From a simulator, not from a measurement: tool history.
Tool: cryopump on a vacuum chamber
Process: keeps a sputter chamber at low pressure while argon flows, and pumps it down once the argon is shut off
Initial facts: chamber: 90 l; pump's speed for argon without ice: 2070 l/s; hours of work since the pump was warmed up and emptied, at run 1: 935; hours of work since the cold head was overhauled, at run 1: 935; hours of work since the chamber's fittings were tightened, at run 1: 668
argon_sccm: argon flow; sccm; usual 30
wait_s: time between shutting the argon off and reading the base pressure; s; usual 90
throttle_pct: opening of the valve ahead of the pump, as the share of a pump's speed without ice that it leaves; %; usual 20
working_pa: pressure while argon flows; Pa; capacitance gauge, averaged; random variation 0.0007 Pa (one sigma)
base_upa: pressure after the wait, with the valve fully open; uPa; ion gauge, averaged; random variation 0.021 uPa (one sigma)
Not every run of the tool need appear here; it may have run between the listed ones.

run,hour,argon_sccm,wait_s,throttle_pct,hours of work since the pump was warmed up and emptied,hours of work since the cold head was overhauled,hours of work since the chamber's fittings were tightened,working_pa,base_upa
1,0,30,90,20,935,935,668,0.1267,0.79
2,44.9,30,90,20,955,955,689,0.127,0.76
# hour 73.6: pump warmed up, emptied and cooled again
3,94.8,30,90,20,9,975,709,0.1218,0.71
4,149.8,41,90,20,34,1000,733,0.1662,0.72
5,196,41,90,20,55,1021,754,0.1687,0.74
6,227.6,41,90,25,69,1035,768,0.1367,0.74
7,277.1,30,90,20,91,1057,790,0.1245,0.78
8,336.6,30,21,20,118,1084,817,0.123,1.59
9,371.7,19,21,20,133,1099,833,0.0789,1.66
10,398.4,14,21,20,145,1111,844,0.0577,1.67
11,443.5,14,21,20,166,1131,865,0.0575,1.64
12,471.6,30,67,20,178,1144,877,0.1242,0.92
13,508.2,30,90,15,194,1160,894,0.1647,0.81
14,560.9,30,159,33,218,1184,917,0.0757,0.74
15,598.4,30,225,33,235,1201,934,0.0758,0.63
16,624.9,30,225,33,247,1213,946,0.0756,0.71

What if the next run were any one of these 4? Each begins from the tool's condition after run 16:
A,684.2,17,225,17,273,1239,972,?,?
B,684.2,30,116,20,273,1239,972,?,?
C,684.2,30,225,25,273,1239,972,?,?
D,684.2,18,41,23,273,1239,972,?,?

run,working_pa,base_upa
A,0.0833,0.69
B,0.1247,0.79
C,0.1013,0.67
D,0.0635,1.17
Had the tool no hidden state, the same runs would have come out as:
run,working_pa,base_upa
A,0.0823,0.23
B,0.1229,0.33
C,0.0994,0.21
D,0.0624,0.7
